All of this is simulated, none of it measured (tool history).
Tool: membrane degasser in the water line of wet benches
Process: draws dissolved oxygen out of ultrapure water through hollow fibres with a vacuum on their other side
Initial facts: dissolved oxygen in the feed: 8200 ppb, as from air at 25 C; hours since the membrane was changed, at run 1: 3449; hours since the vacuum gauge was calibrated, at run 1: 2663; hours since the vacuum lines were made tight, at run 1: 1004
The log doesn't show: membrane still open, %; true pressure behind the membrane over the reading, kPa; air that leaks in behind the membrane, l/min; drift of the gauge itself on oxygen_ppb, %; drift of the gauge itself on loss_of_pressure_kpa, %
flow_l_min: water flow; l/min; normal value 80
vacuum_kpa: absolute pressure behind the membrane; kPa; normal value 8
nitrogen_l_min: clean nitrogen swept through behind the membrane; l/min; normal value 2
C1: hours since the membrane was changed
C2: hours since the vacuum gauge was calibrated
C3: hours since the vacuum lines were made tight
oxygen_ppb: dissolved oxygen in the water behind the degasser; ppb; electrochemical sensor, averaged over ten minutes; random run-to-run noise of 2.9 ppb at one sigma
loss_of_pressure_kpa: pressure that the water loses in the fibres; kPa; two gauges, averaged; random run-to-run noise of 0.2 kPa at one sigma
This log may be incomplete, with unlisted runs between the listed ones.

{"run": 1, "day": 0.0, "flow_l_min": 80, "vacuum_kpa": 8, "nitrogen_l_min": 2, "C1": 3449, "C2": 2663, "C3": 1004, "oxygen_ppb": 385.3, "loss_of_pressure_kpa": 45.51}
{"run": 2, "day": 7.929, "flow_l_min": 80, "vacuum_kpa": 4.97, "nitrogen_l_min": 2, "C1": 3640, "C2": 2853, "C3": 1194, "oxygen_ppb": 153, "loss_of_pressure_kpa": 45.56}
{"run": 3, "day": 15.525, "flow_l_min": 80, "vacuum_kpa": 4.97, "nitrogen_l_min": 2, "C1": 3822, "C2": 3035, "C3": 1376, "oxygen_ppb": 154.2, "loss_of_pressure_kpa": 45.45}
{"day": 18.608, "done": "vacuum gauge calibrated"}
{"run": 4, "day": 24.275, "flow_l_min": 80, "vacuum_kpa": 4.97, "nitrogen_l_min": 2, "C1": 4032, "C2": 136, "C3": 1586, "oxygen_ppb": 145.5, "loss_of_pressure_kpa": 45.41}
{"run": 5, "day": 36.217, "flow_l_min": 96, "vacuum_kpa": 8, "nitrogen_l_min": 2, "C1": 4318, "C2": 423, "C3": 1872, "oxygen_ppb": 437.4, "loss_of_pressure_kpa": 54.14}
{"run": 6, "day": 46.662, "flow_l_min": 96, "vacuum_kpa": 8, "nitrogen_l_min": 2, "C1": 4569, "C2": 673, "C3": 2123, "oxygen_ppb": 440.5, "loss_of_pressure_kpa": 54.72}
{"run": 7, "day": 52.008, "flow_l_min": 80, "vacuum_kpa": 8, "nitrogen_l_min": 2, "C1": 4697, "C2": 802, "C3": 2251, "oxygen_ppb": 378.6, "loss_of_pressure_kpa": 45.78}
{"run": 8, "day": 64.2, "flow_l_min": 80, "vacuum_kpa": 8, "nitrogen_l_min": 1.36, "C1": 4990, "C2": 1094, "C3": 2544, "oxygen_ppb": 504.8, "loss_of_pressure_kpa": 45.94}
{"run": 9, "day": 70.346, "flow_l_min": 80, "vacuum_kpa": 9.6, "nitrogen_l_min": 2, "C1": 5137, "C2": 1242, "C3": 2691, "oxygen_ppb": 496.1, "loss_of_pressure_kpa": 45.8}
{"run": 10, "day": 77.512, "flow_l_min": 80, "vacuum_kpa": 9.6, "nitrogen_l_min": 2, "C1": 5309, "C2": 1414, "C3": 2863, "oxygen_ppb": 502.3, "loss_of_pressure_kpa": 45.92}
{"run": 11, "day": 88.329, "flow_l_min": 80, "vacuum_kpa": 9.6, "nitrogen_l_min": 2, "C1": 5569, "C2": 1673, "C3": 3123, "oxygen_ppb": 501.5, "loss_of_pressure_kpa": 45.62}
{"run": 12, "day": 94.038, "flow_l_min": 65, "vacuum_kpa": 9.6, "nitrogen_l_min": 2, "C1": 5706, "C2": 1810, "C3": 3260, "oxygen_ppb": 426.8, "loss_of_pressure_kpa": 37.19}
{"run": 13, "day": 99.392, "flow_l_min": 52, "vacuum_kpa": 8, "nitrogen_l_min": 2, "C1": 5834, "C2": 1939, "C3": 3388, "oxygen_ppb": 272.2, "loss_of_pressure_kpa": 30.23}

Run 14 is up next; what results do you expect?
{"run": 14, "day": 106.846, "flow_l_min": 80, "vacuum_kpa": 8, "nitrogen_l_min": 4.33, "C1": 6013, "C2": 2118, "C3": 3567, "oxygen_ppb": "?", "loss_of_pressure_kpa": "?"}

For run 14 the tool returned oxygen_ppb 207.7 ppb, loss_of_pressure_kpa 46 kPa.
Without the tool's hidden state the same run would have given oxygen_ppb 199.4 ppb, loss_of_pressure_kpa 43.75 kPa.
